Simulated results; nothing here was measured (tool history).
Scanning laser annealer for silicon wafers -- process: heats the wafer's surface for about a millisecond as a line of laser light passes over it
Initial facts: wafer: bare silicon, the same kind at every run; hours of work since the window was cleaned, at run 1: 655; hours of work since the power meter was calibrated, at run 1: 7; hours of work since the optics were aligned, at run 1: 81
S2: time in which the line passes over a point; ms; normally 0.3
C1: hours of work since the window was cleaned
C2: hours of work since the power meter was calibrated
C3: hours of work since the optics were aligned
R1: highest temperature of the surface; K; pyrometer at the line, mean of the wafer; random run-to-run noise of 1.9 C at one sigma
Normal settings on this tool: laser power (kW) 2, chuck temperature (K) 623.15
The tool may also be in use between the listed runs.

run 1 hour=0 | laser_power_(kW)=2 S2=0.3 chuck_temperature_(K)=623.15 | C1=655 C2=7 C3=81 | R1=1394.15
run 2 hour=4.9 | laser_power_(kW)=2 S2=0.3 chuck_temperature_(K)=623.15 | C1=659 C2=11 C3=85 | R1=1394.15
run 3 hour=14 | laser_power_(kW)=2 S2=0.3 chuck_temperature_(K)=623.15 | C1=666 C2=18 C3=92 | R1=1390.15
run 4 hour=20.3 | laser_power_(kW)=2 S2=0.3 chuck_temperature_(K)=623.15 | C1=671 C2=22 C3=97 | R1=1394.15
run 5 hour=25.2 | laser_power_(kW)=2 S2=0.3 chuck_temperature_(K)=623.15 | C1=674 C2=26 C3=101 | R1=1393.15
run 6 hour=33.6 | laser_power_(kW)=2 S2=0.333 chuck_temperature_(K)=623.15 | C1=681 C2=33 C3=107 | R1=1439.15
run 7 hour=42.7 | laser_power_(kW)=2 S2=0.3 chuck_temperature_(K)=623.15 | C1=688 C2=40 C3=114 | R1=1390.15
run 8 hour=50.4 | laser_power_(kW)=1.884 S2=0.3 chuck_temperature_(K)=623.15 | C1=694 C2=46 C3=120 | R1=1339.15
run 9 hour=59 | laser_power_(kW)=1.884 S2=0.3 chuck_temperature_(K)=623.15 | C1=700 C2=52 C3=127 | R1=1337.15
run 10 hour=66.3 | laser_power_(kW)=1.884 S2=0.366 chuck_temperature_(K)=623.15 | C1=706 C2=58 C3=132 | R1=1422.15
run 11 hour=72.2 | laser_power_(kW)=2 S2=0.3 chuck_temperature_(K)=623.15 | C1=711 C2=62 C3=137 | R1=1389.15
run 12 hour=79.9 | laser_power_(kW)=2 S2=0.3 chuck_temperature_(K)=623.15 | C1=716 C2=68 C3=143 | R1=1390.15
run 13 hour=87.8 | laser_power_(kW)=2 S2=0.3 chuck_temperature_(K)=623.15 | C1=722 C2=74 C3=149 | R1=1394.15
run 14 hour=97.4 | laser_power_(kW)=2 S2=0.3 chuck_temperature_(K)=659.15 | C1=730 C2=82 C3=156 | R1=1426.15
run 15 hour=101.9 | laser_power_(kW)=2 S2=0.3 chuck_temperature_(K)=659.15 | C1=733 C2=85 C3=159 | R1=1427.15
run 16 hour=110.2 | laser_power_(kW)=2 S2=0.3 chuck_temperature_(K)=659.15 | C1=740 C2=91 C3=166 | R1=1422.15
run 17 hour=114.8 | laser_power_(kW)=2.084 S2=0.23 chuck_temperature_(K)=613.15 | C1=743 C2=95 C3=169 | R1=1305.15
run 18 hour=123.1 | laser_power_(kW)=2 S2=0.266 chuck_temperature_(K)=624.15 | C1=750 C2=101 C3=176 | R1=1339.15
run 19 hour=130.6 | laser_power_(kW)=2 S2=0.266 chuck_temperature_(K)=624.15 | C1=755 C2=107 C3=181 | R1=1339.15
run 20 hour=135.7 | laser_power_(kW)=1.763 S2=0.326 chuck_temperature_(K)=633.15 | C1=759 C2=111 C3=185 | R1=1318.15
run 21 hour=146 | laser_power_(kW)=2.024 S2=0.3 chuck_temperature_(K)=632.15 | C1=767 C2=119 C3=193 | R1=1408.15
run 22 hour=152.5 | laser_power_(kW)=2 S2=0.3 chuck_temperature_(K)=653.15 | C1=772 C2=124 C3=198 | R1=1418.15
run 23 hour=156.8 | laser_power_(kW)=2 S2=0.3 chuck_temperature_(K)=653.15 | C1=775 C2=127 C3=201 | R1=1414.15
run 24 hour=163.5 | laser_power_(kW)=1.939 S2=0.219 chuck_temperature_(K)=608.15 | C1=781 C2=132 C3=207 | R1=1225.15
run 25 hour=170.2 | laser_power_(kW)=1.912 S2=0.3 chuck_temperature_(K)=661.15 | C1=786 C2=137 C3=212 | R1=1384.15
run 26 hour=179.4 | laser_power_(kW)=1.724 S2=0.323 chuck_temperature_(K)=620.15 | C1=793 C2=144 C3=219 | R1=1284.15
run 27 hour=184.3 | laser_power_(kW)=2.055 S2=0.3 chuck_temperature_(K)=658.15 | C1=796 C2=148 C3=223 | R1=1447.15
run 28 hour=193.5 | laser_power_(kW)=1.943 S2=0.3 chuck_temperature_(K)=636.15 | C1=803 C2=155 C3=230 | R1=1374.15
run 29 hour=200.2 | laser_power_(kW)=2 S2=0.371 chuck_temperature_(K)=604.15 | C1=809 C2=160 C3=235 | R1=1465.15

Below are 4 alternative next runs, each starting from the tool's condition after run 29. Predict each:
run A hour=210 | laser_power_(kW)=2.025 S2=0.3 chuck_temperature_(K)=623.15 | C1=816 C2=168 C3=242 | R1=?
run B hour=210 | laser_power_(kW)=2 S2=0.315 chuck_temperature_(K)=604.15 | C1=816 C2=168 C3=242 | R1=?
run C hour=210 | laser_power_(kW)=2 S2=0.3 chuck_temperature_(K)=622.15 | C1=816 C2=168 C3=242 | R1=?
run D hour=210 | laser_power_(kW)=2 S2=0.35 chuck_temperature_(K)=623.15 | C1=816 C2=168 C3=242 | R1=?

run=A R1=1395.15
run=B R1=1386.15
run=C R1=1380.15
run=D R1=1451.15
The same runs, with their run-to-run variation unchanged, on a tool lacking any hidden condition would have given:
run=A R1=1435.15
run=B R1=1427.15
run=C R1=1420.15
run=D R1=1494.15
